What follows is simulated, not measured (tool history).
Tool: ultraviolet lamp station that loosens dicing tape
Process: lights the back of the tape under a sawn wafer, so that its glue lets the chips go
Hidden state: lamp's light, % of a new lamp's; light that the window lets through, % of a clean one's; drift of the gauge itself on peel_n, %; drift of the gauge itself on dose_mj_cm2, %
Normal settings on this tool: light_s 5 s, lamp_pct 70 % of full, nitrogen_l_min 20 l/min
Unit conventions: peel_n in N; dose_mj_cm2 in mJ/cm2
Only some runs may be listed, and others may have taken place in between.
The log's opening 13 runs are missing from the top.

| run | hour | light_s | lamp_pct | nitrogen_l_min | hours of work of the lamp | hours of work since the window was cleaned | peel_n | dose_mj_cm2 |
|---|---|---|---|---|---|---|---|---|
| 14 | 114.4 | 5 | 70 | 25 | 288 | 238 | 0.537 | 209 |
| 15 | 125.4 | 4 | 70 | 20 | 294 | 244 | 0.914 | 165 |
| 16 | 135.3 | 4 | 70 | 20 | 299 | 249 | 0.925 | 162 |
| 17 | 141.9 | 3 | 70 | 20 | 302 | 253 | 1.331 | 122 |
| 18 | 147.1 | 5 | 76 | 24 | 305 | 255 | 0.481 | 222 |
| 19 | 154.2 | 9 | 76 | 13 | 309 | 259 | 0.298 | 399 |
|  | 155.6 | window cleaned of glue's vapour |
| 20 | 163.4 | 9 | 76 | 13 | 314 | 4 | 0.31 | 378 |
| 21 | 171 | 3 | 95 | 16 | 318 | 8 | 1.095 | 156 |
|  | 174.3 | window cleaned of glue's vapour, once more |
| 22 | 177.2 | 3 | 95 | 16 | 321 | 2 | 0.924 | 186 |
| 23 | 186.7 | 3 | 95 | 16 | 326 | 7 | 0.901 | 184 |
| 24 | 193.8 | 3 | 95 | 8 | 329 | 10 | 1.373 | 181 |
| 25 | 204.1 | 3 | 95 | 8 | 335 | 16 | 1.367 | 179 |
| 26 | 209.8 | 5 | 91 | 8 | 338 | 19 | 0.682 | 290 |
| 27 | 214.6 | 3 | 84 | 18 | 341 | 21 | 1.034 | 157 |
| 28 | 220.9 | 2 | 86 | 9 | 344 | 25 | 2.273 | 108 |
| 29 | 229.1 | 2 | 86 | 35 | 348 | 29 | 1.247 | 108 |
| 30 | 240.5 | 2 | 86 | 35 | 354 | 35 | 1.29 | 104 |
| 31 | 251.5 | 2 | 86 | 35 | 360 | 41 | 1.254 | 107 |
| 32 | 256.9 | 3 | 83 | 29 | 363 | 44 | 0.805 | 153 |
| 33 | 264.1 | 3 | 83 | 29 | 367 | 48 | 0.817 | 153 |
| 34 | 272.7 | 3 | 83 | 29 | 371 | 52 | 0.781 | 153 |

4 options for the next run, each taken on its own from the tool as it stands now. Forecast them:
| A | 279.1 | 5 | 70 | 20 | 375 | 56 | ? | ? |
| B | 279.1 | 9 | 71 | 16 | 375 | 56 | ? | ? |
| C | 279.1 | 7 | 83 | 7 | 375 | 56 | ? | ? |
| D | 279.1 | 5 | 70 | 30 | 375 | 56 | ? | ? |

| run | peel_n | dose_mj_cm2 |
|---|---|---|
| A | 0.563 | 220 |
| B | 0.255 | 395 |
| C | 0.523 | 364 |
| D | 0.456 | 213 |
Without the tool's hidden state the same runs would have given:
| run | peel_n | dose_mj_cm2 |
|---|---|---|
| A | 0.456 | 248 |
| B | 0.224 | 446 |
| C | 0.424 | 410 |
| D | 0.371 | 241 |
